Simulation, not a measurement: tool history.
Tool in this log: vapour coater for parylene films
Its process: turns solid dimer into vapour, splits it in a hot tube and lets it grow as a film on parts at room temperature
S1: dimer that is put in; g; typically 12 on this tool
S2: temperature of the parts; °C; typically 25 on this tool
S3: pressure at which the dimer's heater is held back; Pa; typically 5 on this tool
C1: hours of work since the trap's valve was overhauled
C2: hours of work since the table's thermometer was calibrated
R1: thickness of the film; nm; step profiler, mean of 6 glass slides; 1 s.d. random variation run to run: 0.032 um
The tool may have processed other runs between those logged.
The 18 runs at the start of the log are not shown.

run   hour  S1  S2     S3   C1   C2    R1
 19  269.8  12  25  10.71   85   34  3810
 20  284.3  12  25  10.71   94   43  3760
 21  296.3   9  17   6.76  102   51  4090
 22  306.7   9  17   6.76  109   58  4050
 23  317.9   9  17   6.76  116   65  4030
 24  329.2  10  25      5  123   72  3530
 25  348.8   6  22      5  136   85  2390
 26  362.8   8  22   2.52  145   94  3470
 27  373.9  19  23   5.06  152  101  7160
 28  394.6  19  23   5.06  166  115  7120
 29  414.4  12  21   3.29  179  128  5260
 30  427.4  12  21   3.29  187  136  5200
 31    444   8  32   2.18  198  147  2440
 32  458.6   8  32   2.18  208  157  2460

3 ways to go on from here, each from the tool as it stands after run 32. What would each give?
  A  469.5   9  30  2.55  215  164   ?
  B  469.5   8  26  2.18  215  164   ?
  C  469.5  16  26  3.93  215  164   ?

run    R1
  A  2890
  B  3030
  C  5590
What these runs would have given with no unlogged condition in the tool:
run    R1
  A  3010
  B  3150
  C  5810
